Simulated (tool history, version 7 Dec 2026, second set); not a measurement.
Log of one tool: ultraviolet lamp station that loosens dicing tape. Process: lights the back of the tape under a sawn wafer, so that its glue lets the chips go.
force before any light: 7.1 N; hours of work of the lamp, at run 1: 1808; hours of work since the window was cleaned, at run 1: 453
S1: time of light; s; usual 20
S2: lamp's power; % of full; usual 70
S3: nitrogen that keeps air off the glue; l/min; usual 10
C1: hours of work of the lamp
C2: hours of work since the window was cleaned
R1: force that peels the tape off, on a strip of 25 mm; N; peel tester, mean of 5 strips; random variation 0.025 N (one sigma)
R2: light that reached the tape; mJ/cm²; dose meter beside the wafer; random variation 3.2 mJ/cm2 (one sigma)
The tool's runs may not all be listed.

run    hour  S1  S2  S3    C1   C2     R1   R2
  1       0  20  70  10  1808  453  2.042  336
  2    67.7  20  70  16  1854  500  1.732  336
  3     108  21  70  10  1882  528  2.001  349
  4   147.2  21  70  10  1909  554  2.062  349
  5   204.9  20  86  10  1948  594   1.66  398
        237  -- lamp changed
      264.3  -- window cleaned of glue's vapour
  6   269.7  20  86  10    22    4  0.887  619
  7   325.4  20  86  10    60   42  0.879  612
  8   363.5  20  86  10    86   68  0.893  607
  9   411.8  20  86  10   120  101   0.88  600
 10   475.1  20  86   5   163  145  1.402  597
 11   537.1  20  86   5   206  187  1.398  585
 12   597.2  20  86   5   247  229  1.385  580
 13   632.1  20  86   5   271  252  1.468  581
 14     685  20  86   5   307  289  1.478  571
 15   714.4  20  86   5   327  309  1.485  573
 16   754.9  20  86   5   355  337  1.489  567
 17   822.9  20  86   5   402  383  1.556  565
 18   852.4  20  86   5   422  404  1.514  563
 19   901.5  20  86   5   456  437  1.578  554
 20     949  20  70  15   488  470  1.153  448
 21  1004.5  20  70  15   527  508  1.199  441
 22  1073.2  20  70  15   574  555   1.23  438
 23  1137.7  20  70  15   618  600   1.27  435
 24  1184.3  20  70  15   650  632  1.292  429
       1191  -- window cleaned of glue's vapour
 25  1216.4  20  99  13   672   17  0.722  634
 26  1254.9  20  61  15   698   44  1.476  386
 27  1315.3  20  61  15   739   85   1.54  379
 28  1367.5  20  61   8   775  121  2.013  379
 29  1413.2  11  92   8   807  153   2.48  310
 30  1477.4  11  92   8   851  197  2.488  306
 31  1516.3  19  76   6   877  223  1.946  434
 32  1573.8  19  76   6   917  263  1.926  433
 33  1616.4  19  76   6   946  292  1.934  424
 34    1671  19  76   5   984  330  2.218  424
 35  1739.5  19  76   5  1031  377  2.126  423
 36  1780.3  19  76   5  1059  405  2.279  417
 37  1839.1  21  69   5  1099  445  2.208  410
 38  1901.6  22  86   4  1142  488  1.779  534
 39  1940.3  34  70  16  1169  514  0.561  663
 40  1985.1  19  70  16  1199  545  1.506  363
 41  2048.1  22  92   8  1243  588  1.233  552
 42  2103.5  20  96   7  1281  626  1.362  516
     2113.5  -- window cleaned of glue's vapour
 43  2142.1  35  70  15  1307   20  0.603  692
 44  2183.3  20  69   5  1335   48  2.335  389

Forecast each of these 3 alternatives for the next run:
  A  2243.4  20  72   5  1376  89   ?   ?
  B  2243.4  35  67   9  1376  89   ?   ?
  C  2243.4  31  70  10  1376  89   ?   ?

run     R1   R2
  A  2.377  393
  B  0.855  647
  C  0.911  602
Without the tool's hidden state the same runs would have given:
run     R1   R2
  A  1.726  514
  B  0.538  845
  C  0.571  787

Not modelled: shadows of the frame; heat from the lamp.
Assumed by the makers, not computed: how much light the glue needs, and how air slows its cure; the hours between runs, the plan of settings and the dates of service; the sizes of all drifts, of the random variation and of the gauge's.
